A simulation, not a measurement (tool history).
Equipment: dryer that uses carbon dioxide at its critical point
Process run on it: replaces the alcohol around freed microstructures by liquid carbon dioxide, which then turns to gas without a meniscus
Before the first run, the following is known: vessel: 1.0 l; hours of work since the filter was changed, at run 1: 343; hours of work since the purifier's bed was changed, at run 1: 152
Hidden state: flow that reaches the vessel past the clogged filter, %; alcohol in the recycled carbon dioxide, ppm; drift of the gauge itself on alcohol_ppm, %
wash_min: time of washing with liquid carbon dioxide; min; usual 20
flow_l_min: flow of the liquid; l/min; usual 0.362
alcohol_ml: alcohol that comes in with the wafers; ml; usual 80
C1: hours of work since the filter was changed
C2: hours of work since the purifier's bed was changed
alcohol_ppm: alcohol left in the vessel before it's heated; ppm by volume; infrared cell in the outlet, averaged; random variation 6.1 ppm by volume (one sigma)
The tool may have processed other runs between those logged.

{"run": 1, "day": 0.0, "wash_min": 20, "flow_l_min": 0.362, "alcohol_ml": 80, "C1": 343, "C2": 152, "alcohol_ppm": 476}
{"run": 2, "day": 1.421, "wash_min": 20, "flow_l_min": 0.339, "alcohol_ml": 80, "C1": 359, "C2": 168, "alcohol_ppm": 708}
{"run": 3, "day": 2.688, "wash_min": 20, "flow_l_min": 0.343, "alcohol_ml": 80, "C1": 374, "C2": 183, "alcohol_ppm": 688}
{"run": 4, "day": 3.662, "wash_min": 20, "flow_l_min": 0.343, "alcohol_ml": 80, "C1": 385, "C2": 194, "alcohol_ppm": 715}
{"run": 5, "day": 4.825, "wash_min": 20, "flow_l_min": 0.343, "alcohol_ml": 80, "C1": 398, "C2": 207, "alcohol_ppm": 722}
{"run": 6, "day": 5.675, "wash_min": 20, "flow_l_min": 0.343, "alcohol_ml": 80, "C1": 408, "C2": 217, "alcohol_ppm": 733}
{"run": 7, "day": 7.35, "wash_min": 20, "flow_l_min": 0.343, "alcohol_ml": 80, "C1": 427, "C2": 236, "alcohol_ppm": 782}
{"run": 8, "day": 8.508, "wash_min": 20, "flow_l_min": 0.343, "alcohol_ml": 80, "C1": 440, "C2": 249, "alcohol_ppm": 809}
{"run": 9, "day": 9.608, "wash_min": 23, "flow_l_min": 0.343, "alcohol_ml": 33, "C1": 453, "C2": 262, "alcohol_ppm": 180}
{"run": 10, "day": 11.096, "wash_min": 23, "flow_l_min": 0.343, "alcohol_ml": 33, "C1": 470, "C2": 279, "alcohol_ppm": 192}
{"day": 11.433, "done": "inlet filter changed"}
{"run": 11, "day": 12.767, "wash_min": 20, "flow_l_min": 0.362, "alcohol_ml": 23, "C1": 15, "C2": 297, "alcohol_ppm": 82}
{"run": 12, "day": 14.233, "wash_min": 20, "flow_l_min": 0.413, "alcohol_ml": 112, "C1": 32, "C2": 314, "alcohol_ppm": 176}
{"run": 13, "day": 15.458, "wash_min": 20, "flow_l_min": 0.413, "alcohol_ml": 112, "C1": 46, "C2": 328, "alcohol_ppm": 168}

Alternative continuations, all from the tool just after run 13; predict every row:
{"run": "A", "day": 17.054, "wash_min": 32, "flow_l_min": 0.362, "alcohol_ml": 37, "C1": 64, "C2": 346, "alcohol_ppm": "?"}
{"run": "B", "day": 17.054, "wash_min": 16, "flow_l_min": 0.413, "alcohol_ml": 22, "C1": 64, "C2": 346, "alcohol_ppm": "?"}
{"run": "C", "day": 17.054, "wash_min": 20, "flow_l_min": 0.275, "alcohol_ml": 120, "C1": 64, "C2": 346, "alcohol_ppm": "?"}
{"run": "D", "day": 17.054, "wash_min": 14, "flow_l_min": 0.269, "alcohol_ml": 30, "C1": 64, "C2": 346, "alcohol_ppm": "?"}
{"run": "E", "day": 17.054, "wash_min": 19, "flow_l_min": 0.49, "alcohol_ml": 30, "C1": 64, "C2": 346, "alcohol_ppm": "?"}

run=A alcohol_ppm=13
run=B alcohol_ppm=138
run=C alcohol_ppm=1585
run=D alcohol_ppm=1575
run=E alcohol_ppm=52
With the hidden condition removed and each run's random variation left untouched, the same runs would have given:
run=A alcohol_ppm=0
run=B alcohol_ppm=106
run=C alcohol_ppm=1386
run=D alcohol_ppm=1432
run=E alcohol_ppm=34
